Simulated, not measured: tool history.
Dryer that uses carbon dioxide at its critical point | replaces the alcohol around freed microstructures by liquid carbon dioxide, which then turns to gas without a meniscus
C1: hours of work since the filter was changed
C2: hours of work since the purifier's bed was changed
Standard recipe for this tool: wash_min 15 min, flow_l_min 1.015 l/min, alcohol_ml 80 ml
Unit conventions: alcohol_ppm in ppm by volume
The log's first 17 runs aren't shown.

Run 18, hour 244.0: usual settings; C1 462; C2 217. Result: alcohol_ppm 169 ppm by volume.
Run 19, hour 265.1: usual settings; C1 473; C2 229. Result: alcohol_ppm 184 ppm by volume.
Run 20, hour 286.8: usual settings; C1 486; C2 241. Result: alcohol_ppm 185 ppm by volume.
Run 21, hour 298.6: usual settings; C1 492; C2 248. Result: alcohol_ppm 192 ppm by volume.
Run 22, hour 314.9: usual settings; C1 501; C2 257. Result: alcohol_ppm 204 ppm by volume.
Run 23, hour 326.4: usual settings; C1 508; C2 263. Result: alcohol_ppm 199 ppm by volume.
Run 24, hour 341.3: usual settings but wash_min 13 min, flow_l_min 0.640 l/min; C1 516; C2 271. Result: alcohol_ppm 1749 ppm by volume.
Run 25, hour 353.8: usual settings but wash_min 11 min, flow_l_min 1.220 l/min, alcohol_ml 31 ml; C1 523; C2 278. Result: alcohol_ppm 174 ppm by volume.
Run 26, hour 372.2: usual settings but wash_min 11 min, flow_l_min 1.220 l/min, alcohol_ml 31 ml; C1 533; C2 289. Result: alcohol_ppm 170 ppm by volume.
Run 27, hour 390.9: usual settings but wash_min 19 min, flow_l_min 1.220 l/min, alcohol_ml 63 ml; C1 544; C2 299. Result: alcohol_ppm 62 ppm by volume.
Run 28, hour 406.1: usual settings but wash_min 19 min, flow_l_min 0.690 l/min, alcohol_ml 63 ml; C1 552; C2 308. Result: alcohol_ppm 329 ppm by volume.
Run 29, hour 422.8: usual settings but wash_min 19 min, flow_l_min 0.690 l/min, alcohol_ml 63 ml; C1 561; C2 317. Result: alcohol_ppm 312 ppm by volume.
Run 30, hour 432.1: usual settings but wash_min 14 min, alcohol_ml 21 ml; C1 567; C2 322. Result: alcohol_ppm 131 ppm by volume.
At hour 438.0: inlet filter changed.
Run 31, hour 442.7: usual settings but flow_l_min 0.750 l/min, alcohol_ml 81 ml; C1 3; C2 327. Result: alcohol_ppm 338 ppm by volume.
Run 32, hour 458.4: usual settings but wash_min 22 min, flow_l_min 0.750 l/min, alcohol_ml 41 ml; C1 11; C2 336. Result: alcohol_ppm 79 ppm by volume.
Run 33, hour 468.1: usual settings but wash_min 12 min, flow_l_min 1.530 l/min; C1 17; C2 342. Result: alcohol_ppm 78 ppm by volume.
Run 34, hour 486.8: usual settings but alcohol_ml 99 ml; C1 27; C2 352. Result: alcohol_ppm 135 ppm by volume.
Run 35, hour 504.0: usual settings but wash_min 14 min, flow_l_min 1.210 l/min, alcohol_ml 110 ml; C1 37; C2 362. Result: alcohol_ppm 113 ppm by volume.
Run 36, hour 513.7: usual settings but alcohol_ml 42 ml; C1 42; C2 367. Result: alcohol_ppm 97 ppm by volume.
Run 37, hour 532.9: usual settings but flow_l_min 1.320 l/min; C1 53; C2 378. Result: alcohol_ppm 84 ppm by volume.
Run 38, hour 551.8: usual settings but wash_min 20 min, flow_l_min 1.530 l/min, alcohol_ml 116 ml; C1 63; C2 388. Result: alcohol_ppm 81 ppm by volume.
Run 39, hour 567.4: usual settings but wash_min 12 min, flow_l_min 1.470 l/min, alcohol_ml 92 ml; C1 72; C2 397. Result: alcohol_ppm 100 ppm by volume.
Run 40, hour 584.9: usual settings but wash_min 21 min, flow_l_min 1.000 l/min, alcohol_ml 76 ml; C1 82; C2 407. Result: alcohol_ppm 90 ppm by volume.
Run 41, hour 602.9: usual settings but wash_min 21 min, flow_l_min 0.720 l/min, alcohol_ml 35 ml; C1 92; C2 417. Result: alcohol_ppm 103 ppm by volume.

Forecast run 42:
Run 42, hour 616.1: usual settings but wash_min 21 min, flow_l_min 0.720 l/min, alcohol_ml 35 ml; C1 99; C2 424. Result: alcohol_ppm ?.

Run 42 came out at alcohol_ppm 115 ppm by volume.
If the tool had no hidden condition, the same run with the same run-to-run variation would have returned alcohol_ppm 27 ppm by volume.
